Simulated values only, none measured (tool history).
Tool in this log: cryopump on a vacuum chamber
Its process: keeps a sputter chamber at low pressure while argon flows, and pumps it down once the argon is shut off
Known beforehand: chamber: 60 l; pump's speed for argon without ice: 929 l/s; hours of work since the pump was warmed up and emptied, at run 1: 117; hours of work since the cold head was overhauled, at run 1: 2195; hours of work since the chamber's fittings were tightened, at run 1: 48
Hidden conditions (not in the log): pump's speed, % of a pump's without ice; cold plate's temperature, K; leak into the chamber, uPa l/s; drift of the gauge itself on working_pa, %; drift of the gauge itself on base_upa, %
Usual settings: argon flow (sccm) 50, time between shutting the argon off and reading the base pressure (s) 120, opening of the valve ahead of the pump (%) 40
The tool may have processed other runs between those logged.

run,hour,argon flow (sccm),time between shutting the argon off and reading the base pressure (s),opening of the valve ahead of the pump (%),hours of work since the pump was warmed up and emptied,hours of work since the cold head was overhauled,hours of work since the chamber's fittings were tightened,pressure while argon flows (Pa),pressure after the wait (uPa)
1,0,50,120,40,117,2195,48,0.2366,0.72
2,54.1,50,120,40,141,2219,73,0.2393,0.71
3,120.7,50,120,40,171,2249,102,0.2413,0.72
4,223.7,50,120,40,217,2295,149,0.2462,0.79
5,311.2,50,120,40,256,2334,188,0.2462,0.8
6,401.1,50,120,40,297,2374,228,0.2518,0.83
# hour 441.4: pump warmed up, emptied and cooled again
7,521.4,50,120,40,36,2426,280,0.2323,0.73
8,588.3,50,120,40,66,2456,310,0.2364,0.75
9,708.5,50,120,40,120,2510,364,0.2402,0.79
10,761.1,50,120,40,143,2534,387,0.2388,0.78
11,815.9,50,120,40,168,2558,412,0.2401,0.85
12,924.7,50,120,40,217,2607,461,0.2456,0.85
13,1000.3,50,120,40,251,2641,494,0.2469,0.87
14,1074.2,50,120,40,284,2674,528,0.2519,0.92
# hour 1141.6: pump warmed up, emptied and cooled again
15,1141.6,50,120,40,0,2702,556,0.229,0.79
16,1195.4,50,120,27,24,2726,580,0.3425,0.8
17,1261.2,50,120,40,54,2756,609,0.2349,0.82
18,1322.5,50,189,45,81,2783,637,0.2113,0.76
19,1412.1,50,88,34,121,2823,677,0.2771,0.98
20,1516.7,50,88,34,168,2870,724,0.2809,1.03
21,1619.4,50,88,34,214,2916,770,0.2846,1.07
22,1692.5,50,159,40,247,2949,803,0.247,0.94
23,1756.5,50,78,38,276,2978,831,0.2606,1.17
# hour 1841.3: pump warmed up, emptied and cooled again
24,1863.7,81,26,19,10,3023,877,0.7795,1.91
25,1943.7,70,120,26,46,3059,913,0.4977,0.94
26,2036.3,44,66,40,87,3101,954,0.2087,1.26
27,2098.1,42,120,33,115,3128,982,0.2421,1.01
28,2173.4,33,120,45,149,3162,1016,0.1422,1.03
29,2230.8,34,215,52,175,3188,1042,0.1288,0.98
30,2337.6,34,215,52,222,3236,1089,0.1319,1.03
31,2433.1,69,23,52,265,3279,1132,0.2737,2.33
32,2520.3,64,22,35,304,3318,1171,0.3672,2.46
# hour 2542: pump warmed up, emptied and cooled again
33,2627.8,60,81,38,38,3364,1217,0.2939,1.15

Hidden state at the last listed run before each entry between runs and at the first one after, where it differs:
From run 6 to run 7: pump warmed up, emptied and cooled again (hour 441.4)
  pump's speed, % of a pump's without ice: 81.2 -> 97.4; cold plate's temperature, K: 13.14 -> 13.16; leak into the chamber, uPa l/s: 398 -> 413
  measured less the result without the state, pressure while argon flows (Pa): +0.0237 -> +0.0047; pressure after the wait (uPa): +0.22 -> +0.15
From run 14 to run 15: pump warmed up, emptied and cooled again (hour 1141.6)
  pump's speed, % of a pump's without ice: 81.4 -> 100; cold plate's temperature, K: 13.23 -> 13.24; leak into the chamber, uPa l/s: 481 -> 489
  measured less the result without the state, pressure while argon flows (Pa): +0.0236 -> +0.0023; pressure after the wait (uPa): +0.32 -> +0.21
From run 23 to run 24: pump warmed up, emptied and cooled again (hour 1841.3)
  pump's speed, % of a pump's without ice: 82.8 -> 98.9; cold plate's temperature, K: 13.32 -> 13.33; leak into the chamber, uPa l/s: 566 -> 579
  measured less the result without the state, pressure while argon flows (Pa): +0.0218 -> +0.0058; pressure after the wait (uPa): +0.43 -> +0.32
From run 32 to run 33: pump warmed up, emptied and cooled again (hour 2542)
  pump's speed, % of a pump's without ice: 79.6 -> 97.5; cold plate's temperature, K: 13.42 -> 13.43; leak into the chamber, uPa l/s: 659 -> 673
  measured less the result without the state, pressure while argon flows (Pa): +0.0342 -> +0.0061; pressure after the wait (uPa): +0.59 -> +0.44
